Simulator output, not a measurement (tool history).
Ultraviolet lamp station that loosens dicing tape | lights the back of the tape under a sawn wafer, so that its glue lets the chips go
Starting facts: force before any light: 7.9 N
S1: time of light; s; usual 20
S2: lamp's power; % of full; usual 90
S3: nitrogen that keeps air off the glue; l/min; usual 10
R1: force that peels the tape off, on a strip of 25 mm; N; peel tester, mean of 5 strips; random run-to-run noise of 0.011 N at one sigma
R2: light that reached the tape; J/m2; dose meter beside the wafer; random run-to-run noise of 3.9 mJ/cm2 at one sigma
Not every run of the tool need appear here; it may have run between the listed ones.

run 1 hour=0.0 | S1=20 S2=90 S3=10 | R1=0.584 R2=5960
run 2 hour=25.8 | S1=20 S2=90 S3=10 | R1=0.568 R2=5940
run 3 hour=44.2 | S1=34 S2=90 S3=10 | R1=0.229 R2=9990
run 4 hour=74.2 | S1=20 S2=79 S3=10 | R1=0.756 R2=5140
run 5 hour=90.6 | S1=20 S2=79 S3=10 | R1=0.815 R2=5040
run 6 hour=112.6 | S1=20 S2=79 S3=10 | R1=0.814 R2=5050
run 7 hour=129.0 | S1=20 S2=90 S3=18 | R1=0.516 R2=5680
run 8 hour=152.2 | S1=20 S2=90 S3=10 | R1=0.648 R2=5660
run 9 hour=181.0 | S1=20 S2=90 S3=10 | R1=0.668 R2=5610
run 10 hour=208.4 | S1=20 S2=90 S3=10 | R1=0.674 R2=5530
run 11 hour=229.9 | S1=20 S2=90 S3=10 | R1=0.691 R2=5480
run 12 hour=258.0 | S1=17 S2=94 S3=10 | R1=0.900 R2=4760
run 13 hour=272.0 | S1=17 S2=94 S3=10 | R1=0.886 R2=4750
run 14 hour=290.8 | S1=10 S2=94 S3=10 | R1=2.081 R2=2780
run 15 hour=316.5 | S1=16 S2=90 S3=4 | R1=1.561 R2=4230
run 16 hour=330.3 | S1=16 S2=90 S3=4 | R1=1.570 R2=4190
run 17 hour=350.9 | S1=20 S2=94 S3=3 | R1=1.210 R2=5400

Hidden state or all else? Some run-to-run changes of R1, split into what the settings, what came in and random variation would give without the hidden state, and what is left for the hidden state (with any gauge scatter that isn't in both results):
The tool's hidden condition here consists of: lamp's light, % of a new lamp's; light that the window lets through, % of a clean one's; drift of the gauge itself on peel_n, %; drift of the gauge itself on dose_mj_cm2, %.
Run 13 -> 14: S1 17 -> 10. R1 +1.195 N: hidden state +0.251, all else +0.944.

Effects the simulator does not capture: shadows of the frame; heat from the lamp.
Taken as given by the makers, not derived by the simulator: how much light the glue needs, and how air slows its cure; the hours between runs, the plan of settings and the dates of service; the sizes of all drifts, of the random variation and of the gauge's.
